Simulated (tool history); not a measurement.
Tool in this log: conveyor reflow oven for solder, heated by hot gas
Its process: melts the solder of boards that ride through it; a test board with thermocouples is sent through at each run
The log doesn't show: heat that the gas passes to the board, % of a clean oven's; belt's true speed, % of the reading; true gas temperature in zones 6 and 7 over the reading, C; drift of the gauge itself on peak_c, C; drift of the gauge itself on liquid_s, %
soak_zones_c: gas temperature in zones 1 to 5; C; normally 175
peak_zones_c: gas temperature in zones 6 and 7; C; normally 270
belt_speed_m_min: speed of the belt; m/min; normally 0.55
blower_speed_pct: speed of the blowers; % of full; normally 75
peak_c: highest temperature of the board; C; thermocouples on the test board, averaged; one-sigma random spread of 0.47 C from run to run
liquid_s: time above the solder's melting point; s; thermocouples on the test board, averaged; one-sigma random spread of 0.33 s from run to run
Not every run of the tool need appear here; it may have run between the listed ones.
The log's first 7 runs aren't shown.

run,hour,soak_zones_c,peak_zones_c,belt_speed_m_min,blower_speed_pct,hours of work since the flux was cleaned out,hours of work since the belt drive was overhauled,hours of work since the thermocouples were changed,peak_c,liquid_s
8,154.1,175,270,0.445,75,18,201,163,260,79.8
9,170.4,175,270,0.454,75,24,208,169,260.3,78.2
10,195.3,175,270,0.55,75,35,218,180,255.6,60.2
11,211.3,175,270,0.55,75,41,225,186,254.8,60.2
12,224.6,175,270,0.55,75,47,230,192,255.1,60
13,250.2,175,270,0.55,75,57,241,202,254.4,59.6
14,267.2,175,270,0.55,75,64,248,209,254.3,60.1
15,281.7,178,270,0.55,75,70,254,215,255.2,61.2
16,298.4,175,270,0.55,75,77,261,222,254.1,59.8
17,319.6,182,262,0.613,80,86,269,231,247.1,50.4
18,331.5,179,262,0.591,80,91,274,236,247,51.9
19,344.7,179,262,0.591,80,96,280,241,246.9,52.4
20,369.6,181,284,0.469,87,107,290,252,274.2,84.9
21,384.9,174,270,0.522,75,113,296,258,255.8,63.9
22,404.9,179,270,0.55,53,121,305,266,250.4,54.9
23,425,175,274,0.61,57,130,313,275,248,47.2
24,444.2,184,269,0.45,57,137,321,283,256.3,79
25,466.6,176,269,0.576,50,147,330,292,244.3,45.9
26,486.9,176,280,0.584,50,155,339,300,252.1,52.5
27,501.8,179,276,0.501,90,161,345,306,265.2,74.2
28,522,171,276,0.501,56,170,353,315,256.4,64.7
29,547.1,163,276,0.569,53,180,363,325,248.4,46.8
30,564.7,163,276,0.476,87,187,371,332,263.6,72.4
31,590.7,175,273,0.465,75,198,381,343,260.3,76

What if the next run were any one of these 3? Each begins from the tool's condition after run 31:
A,613.2,189,273,0.627,75,207,391,352,?,?
B,613.2,162,273,0.495,57,207,391,352,?,?
C,613.2,181,268,0.517,75,207,391,352,?,?

run,peak_c,liquid_s
A,254.6,56.4
B,252.3,58.9
C,254.5,66.1
Without the tool's hidden state the same runs would have given:
run,peak_c,liquid_s
A,257.2,57.7
B,254.6,60.6
C,256.7,67.3

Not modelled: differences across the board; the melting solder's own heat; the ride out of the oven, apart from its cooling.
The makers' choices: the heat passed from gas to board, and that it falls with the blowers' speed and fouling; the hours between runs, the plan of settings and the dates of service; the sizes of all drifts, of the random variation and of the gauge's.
